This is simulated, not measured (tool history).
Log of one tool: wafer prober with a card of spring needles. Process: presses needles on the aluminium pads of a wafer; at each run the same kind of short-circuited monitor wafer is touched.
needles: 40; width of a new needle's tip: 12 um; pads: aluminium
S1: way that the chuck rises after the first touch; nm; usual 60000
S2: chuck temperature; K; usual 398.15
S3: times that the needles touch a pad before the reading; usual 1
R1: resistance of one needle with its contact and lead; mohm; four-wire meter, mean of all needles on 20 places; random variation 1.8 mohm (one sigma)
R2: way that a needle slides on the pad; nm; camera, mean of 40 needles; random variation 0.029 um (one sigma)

run     day     S1      S2  S3   R1     R2
  1       0  60000  398.15   1  187  12140
      0.896  -- tips cleaned on abrasive film
  2   0.962  60000  398.15   1  187  12230
  3     1.8  52000  398.15   1  190  10530
      1.908  -- tips cleaned on abrasive film
      2.954  -- tips cleaned on abrasive film
  4   3.258  52000  398.15   1  190  10600
      3.942  -- tips cleaned on abrasive film
  5   4.467  52000  398.15   1  190  10590
      4.888  -- tips cleaned on abrasive film
  6   5.588  52000  398.15   1  190  10590
      5.825  -- tips cleaned on abrasive film
  7   6.675  60000  398.15   2  187  12220
      6.767  -- tips cleaned on abrasive film
      7.821  -- tips cleaned on abrasive film
  8   7.917  60000  398.15   1  188  12230
      8.792  -- tips cleaned on abrasive film
  9   8.979  60000  398.15   1  188  12260
      9.767  -- tips cleaned on abrasive film
 10  10.246  60000  398.15   1  187  12240
     10.762  -- tips cleaned on abrasive film
 11    10.9  60000  398.15   1  188  12290
     11.804  -- tips cleaned on abrasive film
 12   11.85  60000  398.15   1  185  12270
     12.804  -- tips cleaned on abrasive film
 13    12.9  60000  398.15   1  185  12280
     13.767  -- tips cleaned on abrasive film
 14    14.1  60000  398.15   1  184  12280
     14.788  -- tips cleaned on abrasive film
 15  15.438  60000  398.15   1  188  12290
     15.767  -- tips cleaned on abrasive film
     16.733  -- tips cleaned on abrasive film
 16  16.938  60000  398.15   1  186  12220
     17.675  -- tips cleaned on abrasive film
 17  17.842  60000  398.15   1  188  12280
     18.629  -- tips cleaned on abrasive film
 18  19.129  60000  398.15   1  189  12320
       19.6  -- tips cleaned on abrasive film
 19  19.871  51000  305.15   1  172  10480
     20.608  -- tips cleaned on abrasive film
 20  20.738  48000  319.15   2  175   9860
     21.608  -- tips cleaned on abrasive film
 21  21.833  48000  319.15   2  176   9870
     22.612  -- tips cleaned on abrasive film
     22.817  -- gauge calibrated
 22  23.004  47000  398.15   1  195   9490
     23.604  -- tips cleaned on abrasive film
 23  23.842  60000  378.15   1  184  12200
     24.562  -- tips cleaned on abrasive film
 24  25.117  63000  330.15   2  173  12830
     25.571  -- tips cleaned on abrasive film
 25  26.388  63000  330.15   2  173  12820
     26.508  -- height of the first contact set anew
     26.604  -- tips cleaned on abrasive film
 26  27.196  58000  303.15   3  168  11810
     27.654  -- tips cleaned on abrasive film
 27  28.175  44000  303.15   3  178   8990
     28.646  -- tips cleaned on abrasive film
 28  29.188  47000  318.15   1  174   9590
     29.642  -- tips cleaned on abrasive film
 29  30.258  47000  318.15   1  175   9580
     30.696  -- tips cleaned on abrasive film
 30  31.304  77000  332.15   1  170  15750
     31.746  -- tips cleaned on abrasive film
 31  32.046  44000  332.15   1  180   9020
     32.733  -- tips cleaned on abrasive film
 32  32.921  75000  332.15   1  169  15320

3 ways to go on from here, each from the tool as it stands after run 32. What would each give?
     33.796  -- tips cleaned on abrasive film
  A  33.85  60000  300.15   1   ?   ?
     33.796  -- tips cleaned on abrasive film
  B  33.85  75000  369.15   1   ?   ?
     33.796  -- tips cleaned on abrasive film
  C  33.85  52000  308.15   1   ?   ?

run   R1     R2
  A  168  12250
  B  180  15310
  C  170  10640
Without the tool's hidden state the same runs would have given:
run   R1     R2
  A  168  12180
  B  180  15220
  C  169  10580
